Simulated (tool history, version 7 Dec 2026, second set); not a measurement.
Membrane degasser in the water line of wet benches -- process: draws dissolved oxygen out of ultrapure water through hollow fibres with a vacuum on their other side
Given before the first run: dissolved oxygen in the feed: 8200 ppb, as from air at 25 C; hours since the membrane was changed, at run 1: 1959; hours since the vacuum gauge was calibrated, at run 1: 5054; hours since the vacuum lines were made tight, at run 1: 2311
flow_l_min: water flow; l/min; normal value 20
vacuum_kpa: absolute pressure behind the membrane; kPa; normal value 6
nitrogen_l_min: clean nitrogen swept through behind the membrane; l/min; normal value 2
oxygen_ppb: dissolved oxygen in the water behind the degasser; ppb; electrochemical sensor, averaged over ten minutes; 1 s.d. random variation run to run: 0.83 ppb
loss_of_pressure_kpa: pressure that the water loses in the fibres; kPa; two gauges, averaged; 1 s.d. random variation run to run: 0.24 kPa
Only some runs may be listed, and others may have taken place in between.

run	hour	flow_l_min	vacuum_kpa	nitrogen_l_min	hours since the membrane was changed	hours since the vacuum gauge was calibrated	hours since the vacuum lines were made tight	oxygen_ppb	loss_of_pressure_kpa
1	0	20	6	2	1959	5054	2311	77.3	61.11
2	48.8	20	6	2	2008	5102	2360	79.3	60.86
3	83	20	6	2	2042	5137	2394	77.8	60.79
4	111	20	6	2	2070	5165	2422	77.1	61.04
5	150.1	20	6	2	2109	5204	2461	77.8	60.86
6	183.4	20	6.58	2	2142	5237	2494	92.4	61.29
7	213.6	20	6.58	2	2172	5267	2525	91.4	61.33
8	267	20	6	1.58	2226	5321	2578	94.4	61.24
9	296.9	20	11.43	2	2256	5350	2608	206.5	61.66
10	349.8	20	11.43	2	2309	5403	2661	202.5	61.78
11	384.8	20	11.43	2	2344	5438	2696	199.5	61.8
12	427.2	20	11.43	2	2386	5481	2738	202.2	61.93
13	481.3	20	11.43	2	2440	5535	2792	201.3	62.14
14	519.5	20	11.43	2	2478	5573	2831	199.8	61.69
15	548.8	29	14.83	2.58	2508	5602	2860	341.1	89.71
16	576.1	20	6	1.57	2535	5630	2887	93.3	62.25
17	607.1	20	6	1.57	2566	5661	2918	95.5	61.94
18	632.8	23	6	1.42	2592	5686	2944	123	71.26
19	666.4	29	4.47	4.97	2625	5720	2977	61.3	89.9
20	702.1	19	5.08	1	2661	5756	3013	90.8	59.01
# hour 743.3: gauge calibrated
21	753	19	5.08	1	2712	5807	3064	89.4	57.57
22	777.8	19	5.08	1	2737	5831	3089	87.6	57.86
23	804.6	19	9.37	1	2763	5858	3116	265.9	58.21
24	837.9	25	13.14	2	2797	5892	3149	306.4	76.21
25	879	14	7.36	1.03	2838	5933	3190	130.6	42.78

5 options for the next run, each taken on its own from the tool as it stands now. Forecast them:
A	903.9	22	3.94	1.38	2863	5958	3215	?	?
B	903.9	22	6.17	1.36	2863	5958	3215	?	?
C	903.9	14	7.36	2.01	2863	5958	3215	?	?
D	903.9	20	6	2.85	2863	5958	3215	?	?
E	903.9	20	3.95	2	2863	5958	3215	?	?

run	oxygen_ppb	loss_of_pressure_kpa
A	44.9	67.45
B	124.6	67.14
C	71.6	42.88
D	58.6	61.14
E	29.7	61.08
With no hidden state in the tool, these same runs would have given:
run	oxygen_ppb	loss_of_pressure_kpa
A	44.7	67.08
B	124.3	66.77
C	71.5	42.64
D	58.5	60.8
E	29.6	60.74
